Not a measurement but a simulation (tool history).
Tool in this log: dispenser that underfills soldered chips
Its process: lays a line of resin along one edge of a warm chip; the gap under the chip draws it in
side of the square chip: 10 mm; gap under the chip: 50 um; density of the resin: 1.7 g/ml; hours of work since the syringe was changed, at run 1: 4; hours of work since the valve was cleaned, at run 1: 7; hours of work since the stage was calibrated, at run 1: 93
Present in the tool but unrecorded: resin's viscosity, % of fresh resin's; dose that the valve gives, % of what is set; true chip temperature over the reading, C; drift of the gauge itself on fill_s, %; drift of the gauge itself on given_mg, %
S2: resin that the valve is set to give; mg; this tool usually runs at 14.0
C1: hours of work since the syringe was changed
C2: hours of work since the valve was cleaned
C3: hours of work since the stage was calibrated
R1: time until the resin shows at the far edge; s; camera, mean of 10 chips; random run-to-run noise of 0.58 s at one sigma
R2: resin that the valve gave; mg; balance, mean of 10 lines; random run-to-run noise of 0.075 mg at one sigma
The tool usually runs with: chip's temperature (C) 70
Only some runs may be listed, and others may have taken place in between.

Run 1, hour 0.0: usual settings; C1 4; C2 7; C3 93. Result: R1 62.7 s, R2 13.92 mg.
At hour 3.7: new syringe of resin.
Run 2, hour 6.8: usual settings; C1 2; C2 12; C3 97. Result: R1 58.0 s, R2 13.80 mg.
At hour 12.4: new syringe of resin.
Run 3, hour 17.9: usual settings; C1 4; C2 20; C3 106. Result: R1 63.9 s, R2 13.79 mg.
At hour 21.1: new syringe of resin.
Run 4, hour 24.9: usual settings but S2 18.0 mg; C1 3; C2 25; C3 111. Result: R1 57.6 s, R2 17.57 mg.
At hour 30.0: new syringe of resin.
Run 5, hour 30.3: usual settings but S2 18.0 mg; C1 0; C2 29; C3 115. Result: R1 49.8 s, R2 17.56 mg.
Run 6, hour 37.2: usual settings but S2 18.0 mg; C1 5; C2 34; C3 120. Result: R1 68.7 s, R2 17.59 mg.
At hour 38.5: new syringe of resin.
Run 7, hour 46.7: usual settings but S2 16.7 mg; C1 6; C2 41; C3 127. Result: R1 70.8 s, R2 16.26 mg.
At hour 47.8: new syringe of resin.
Run 8, hour 55.8: usual settings but S2 16.7 mg; C1 6; C2 48; C3 133. Result: R1 69.3 s, R2 16.04 mg.
At hour 56.6: new syringe of resin.
At hour 66.1: new syringe of resin.
Run 9, hour 67.2: usual settings but S2 12.9 mg; C1 1; C2 56; C3 142. Result: R1 53.2 s, R2 12.29 mg.
At hour 75.4: new syringe of resin.
Run 10, hour 77.9: usual settings but S2 12.9 mg; C1 2; C2 64; C3 149. Result: R1 56.5 s, R2 12.26 mg.
Run 11, hour 83.2: usual settings but S2 12.9 mg; C1 6; C2 68; C3 153. Result: R1 71.8 s, R2 12.24 mg.
At hour 84.6: new syringe of resin.
At hour 94.0: new syringe of resin.
Run 12, hour 95.0: usual settings but S2 12.9 mg; C1 1; C2 76; C3 162. Result: R1 52.6 s, R2 12.11 mg.
At hour 102.9: new syringe of resin.
Run 13, hour 106.2: usual settings but S2 12.9 mg; C1 3; C2 85; C3 170. Result: R1 58.0 s, R2 12.07 mg.
At hour 112.1: new syringe of resin.
Run 14, hour 112.9: usual settings but S2 12.9 mg; C1 1; C2 89; C3 175. Result: R1 52.9 s, R2 12.03 mg.
At hour 121.7: new syringe of resin.
At hour 123.7: dispensing valve cleaned and set on the balance.
Run 15, hour 125.5: usual settings but S2 12.9 mg; C1 2; C2 1; C3 184. Result: R1 56.2 s, R2 12.85 mg.
Run 16, hour 130.6: usual settings but S2 12.9 mg; C1 6; C2 5; C3 187. Result: R1 70.7 s, R2 12.75 mg.
At hour 131.6: new syringe of resin.
At hour 140.3: new syringe of resin.
Run 17, hour 142.9: usual settings but S2 12.9 mg; C1 2; C2 14; C3 196. Result: R1 55.2 s, R2 12.65 mg.
At hour 149.1: new syringe of resin.
Run 18, hour 153.6: usual settings but S2 12.9 mg; C1 3; C2 22; C3 204. Result: R1 61.3 s, R2 12.63 mg.
At hour 158.6: new syringe of resin.
Run 19, hour 163.4: usual settings but S2 12.9 mg; C1 4; C2 29; C3 211. Result: R1 62.8 s, R2 12.57 mg.
At hour 168.0: new syringe of resin.
Run 20, hour 174.2: usual settings but S2 12.9 mg; C1 5; C2 37; C3 219. Result: R1 66.5 s, R2 12.40 mg.
At hour 177.3: new syringe of resin.
Run 21, hour 182.7: usual settings but chip's temperature (C) 62, S2 13.2 mg; C1 4; C2 43; C3 225. Result: R1 96.2 s, R2 12.80 mg.
At hour 186.6: new syringe of resin.
Run 22, hour 192.9: usual settings but chip's temperature (C) 74, S2 14.9 mg; C1 5; C2 51; C3 233. Result: R1 52.3 s, R2 14.31 mg.
At hour 195.9: new syringe of resin.
Run 23, hour 203.8: usual settings but chip's temperature (C) 79, S2 14.6 mg; C1 6; C2 59; C3 241. Result: R1 45.8 s, R2 13.95 mg.
At hour 204.9: new syringe of resin.
Run 24, hour 211.0: usual settings but chip's temperature (C) 85; C1 5; C2 64; C3 246. Result: R1 31.2 s, R2 13.18 mg.
At hour 214.2: new syringe of resin.
Run 25, hour 218.6: usual settings but chip's temperature (C) 60, S2 13.3 mg; C1 3; C2 69; C3 252. Result: R1 102.1 s, R2 12.50 mg.
At hour 223.2: new syringe of resin.
Run 26, hour 229.4: usual settings but chip's temperature (C) 81, S2 12.9 mg; C1 5; C2 77; C3 260. Result: R1 38.7 s, R2 12.10 mg.
At hour 231.9: new syringe of resin.
Run 27, hour 238.8: usual settings but chip's temperature (C) 58, S2 15.3 mg; C1 5; C2 84; C3 266. Result: R1 126.4 s, R2 14.28 mg.
At hour 240.5: new syringe of resin.
Run 28, hour 245.9: usual settings but chip's temperature (C) 73, S2 15.3 mg; C1 4; C2 89; C3 272. Result: R1 52.0 s, R2 14.11 mg.
At hour 249.5: new syringe of resin.
At hour 256.6: dispensing valve cleaned and set on the balance.
Run 29, hour 257.0: usual settings but chip's temperature (C) 67, S2 16.7 mg; C1 5; C2 0; C3 279. Result: R1 77.0 s, R2 16.81 mg.
At hour 259.4: new syringe of resin.
Run 30, hour 263.4: usual settings but chip's temperature (C) 67, S2 16.7 mg; C1 3; C2 5; C3 284. Result: R1 66.6 s, R2 16.71 mg.
At hour 268.4: new syringe of resin.
Run 31, hour 271.6: usual settings but chip's temperature (C) 56, S2 13.6 mg; C1 2; C2 11; C3 290. Result: R1 112.5 s, R2 13.46 mg.
At hour 277.4: new syringe of resin.
Run 32, hour 281.1: usual settings but chip's temperature (C) 59, S2 12.8 mg; C1 3; C2 18; C3 296. Result: R1 100.4 s, R2 12.51 mg.
At hour 286.6: new syringe of resin.
Run 33, hour 289.6: usual settings but chip's temperature (C) 61, S2 12.6 mg; C1 2; C2 24; C3 303. Result: R1 93.3 s, R2 12.43 mg.
At hour 295.4: new syringe of resin.
Run 34, hour 295.4: usual settings but chip's temperature (C) 61, S2 12.7 mg; C1 0; C2 28; C3 307. Result: R1 79.1 s, R2 12.45 mg.
At hour 304.0: new syringe of resin.
Run 35, hour 307.6: usual settings but chip's temperature (C) 61, S2 12.7 mg; C1 3; C2 37; C3 316. Result: R1 92.6 s, R2 12.16 mg.

Here are 3 independent what-if runs from the current tool condition. What would each one return?
At hour 312.9: new syringe of resin.
Run A, hour 315.2: usual settings but chip's temperature (C) 81, S2 16.1 mg; C1 2; C2 43; C3 321. Result: R1 ?, R2 ?.
At hour 312.9: new syringe of resin.
Run B, hour 315.2: usual settings but chip's temperature (C) 61, S2 13.8 mg; C1 2; C2 43; C3 321. Result: R1 ?, R2 ?.
At hour 312.9: new syringe of resin.
Run C, hour 315.2: usual settings but chip's temperature (C) 80, S2 12.5 mg; C1 2; C2 43; C3 321. Result: R1 ?, R2 ?.

run    R1     R2
  A  31.8  15.67
  B  86.9  13.24
  C  34.1  12.13
Without the tool's unlogged condition, the same runs would have read:
run    R1     R2
  A  29.2  16.15
  B  79.8  13.66
  C  31.1  12.51

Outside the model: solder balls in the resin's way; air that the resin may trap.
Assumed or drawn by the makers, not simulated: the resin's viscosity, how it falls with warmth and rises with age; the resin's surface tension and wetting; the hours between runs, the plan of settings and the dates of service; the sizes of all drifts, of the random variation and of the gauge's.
